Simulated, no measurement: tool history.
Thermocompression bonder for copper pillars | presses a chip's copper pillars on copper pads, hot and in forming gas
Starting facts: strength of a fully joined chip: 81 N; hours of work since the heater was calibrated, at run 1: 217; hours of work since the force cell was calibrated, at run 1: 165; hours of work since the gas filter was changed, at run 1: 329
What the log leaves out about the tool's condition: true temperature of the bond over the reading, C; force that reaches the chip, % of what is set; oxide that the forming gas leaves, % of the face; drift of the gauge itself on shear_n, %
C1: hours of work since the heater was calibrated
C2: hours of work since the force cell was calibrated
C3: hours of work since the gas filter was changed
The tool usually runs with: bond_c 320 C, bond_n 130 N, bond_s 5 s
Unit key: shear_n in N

{"run": 1, "day": 0.0, "bond_c": 320, "bond_n": 130, "bond_s": 5, "C1": 217, "C2": 165, "C3": 329, "shear_n": 57.1}
{"run": 2, "day": 2.479, "bond_c": 320, "bond_n": 130, "bond_s": 3, "C1": 261, "C2": 209, "C3": 373, "shear_n": 50.2}
{"run": 3, "day": 4.342, "bond_c": 320, "bond_n": 130, "bond_s": 3, "C1": 294, "C2": 242, "C3": 406, "shear_n": 50.2}
{"run": 4, "day": 6.304, "bond_c": 320, "bond_n": 130, "bond_s": 3, "C1": 329, "C2": 277, "C3": 441, "shear_n": 49.9}
{"day": 7.096, "done": "forming gas filter changed"}
{"run": 5, "day": 8.467, "bond_c": 320, "bond_n": 130, "bond_s": 3, "C1": 367, "C2": 314, "C3": 24, "shear_n": 53.5}
{"run": 6, "day": 10.933, "bond_c": 320, "bond_n": 130, "bond_s": 3, "C1": 410, "C2": 358, "C3": 68, "shear_n": 53.1}
{"run": 7, "day": 12.562, "bond_c": 320, "bond_n": 130, "bond_s": 4, "C1": 439, "C2": 387, "C3": 97, "shear_n": 57.3}
{"run": 8, "day": 14.183, "bond_c": 320, "bond_n": 130, "bond_s": 3, "C1": 467, "C2": 415, "C3": 125, "shear_n": 53.5}
{"run": 9, "day": 15.921, "bond_c": 320, "bond_n": 130, "bond_s": 3, "C1": 498, "C2": 446, "C3": 156, "shear_n": 52.9}
{"run": 10, "day": 18.138, "bond_c": 320, "bond_n": 130, "bond_s": 3, "C1": 537, "C2": 485, "C3": 195, "shear_n": 52.8}
{"run": 11, "day": 20.808, "bond_c": 320, "bond_n": 130, "bond_s": 3, "C1": 585, "C2": 532, "C3": 242, "shear_n": 53.8}
{"run": 12, "day": 23.296, "bond_c": 320, "bond_n": 130, "bond_s": 13, "C1": 628, "C2": 576, "C3": 286, "shear_n": 70.7}
{"run": 13, "day": 25.258, "bond_c": 320, "bond_n": 97, "bond_s": 5, "C1": 663, "C2": 611, "C3": 321, "shear_n": 52}
{"run": 14, "day": 26.75, "bond_c": 321, "bond_n": 178, "bond_s": 5, "C1": 689, "C2": 637, "C3": 347, "shear_n": 68.7}
{"run": 15, "day": 28.208, "bond_c": 321, "bond_n": 155, "bond_s": 3, "C1": 715, "C2": 663, "C3": 373, "shear_n": 59.2}
{"day": 29.875, "done": "heater calibrated with a thermocouple chip"}
{"run": 16, "day": 29.875, "bond_c": 347, "bond_n": 129, "bond_s": 10, "C1": 0, "C2": 691, "C3": 401, "shear_n": 71.6}
{"run": 17, "day": 32.425, "bond_c": 295, "bond_n": 110, "bond_s": 5, "C1": 45, "C2": 736, "C3": 446, "shear_n": 41.6}
{"day": 32.792, "done": "forming gas filter changed"}
{"run": 18, "day": 34.288, "bond_c": 291, "bond_n": 152, "bond_s": 5, "C1": 78, "C2": 769, "C3": 26, "shear_n": 52.9}
{"day": 35.617, "done": "force cell calibrated"}
{"run": 19, "day": 35.617, "bond_c": 295, "bond_n": 181, "bond_s": 5, "C1": 100, "C2": 0, "C3": 49, "shear_n": 57.8}
{"run": 20, "day": 37.633, "bond_c": 315, "bond_n": 170, "bond_s": 6, "C1": 136, "C2": 36, "C3": 84, "shear_n": 65.3}
{"run": 21, "day": 39.421, "bond_c": 345, "bond_n": 169, "bond_s": 9, "C1": 167, "C2": 67, "C3": 116, "shear_n": 77.1}
{"run": 22, "day": 42.154, "bond_c": 306, "bond_n": 86, "bond_s": 4, "C1": 215, "C2": 115, "C3": 164, "shear_n": 36}
{"run": 23, "day": 44.704, "bond_c": 320, "bond_n": 187, "bond_s": 15, "C1": 260, "C2": 161, "C3": 209, "shear_n": 75.3}
{"run": 24, "day": 46.283, "bond_c": 308, "bond_n": 139, "bond_s": 4, "C1": 288, "C2": 188, "C3": 237, "shear_n": 51.8}
{"run": 25, "day": 48.617, "bond_c": 308, "bond_n": 139, "bond_s": 4, "C1": 330, "C2": 230, "C3": 278, "shear_n": 51.4}

Alternative continuations, all from the tool just after run 25; predict every row:
{"run": "A", "day": 50.617, "bond_c": 349, "bond_n": 103, "bond_s": 4, "C1": 365, "C2": 265, "C3": 314, "shear_n": "?"}
{"run": "B", "day": 50.617, "bond_c": 308, "bond_n": 179, "bond_s": 4, "C1": 365, "C2": 265, "C3": 314, "shear_n": "?"}
{"run": "C", "day": 50.617, "bond_c": 348, "bond_n": 81, "bond_s": 5, "C1": 365, "C2": 265, "C3": 314, "shear_n": "?"}

run=A shear_n=57.9
run=B shear_n=59.6
run=C shear_n=53.3
Had the tool no hidden state, the same runs would have come out as:
run=A shear_n=57.7
run=B shear_n=59.2
run=C shear_n=52.7
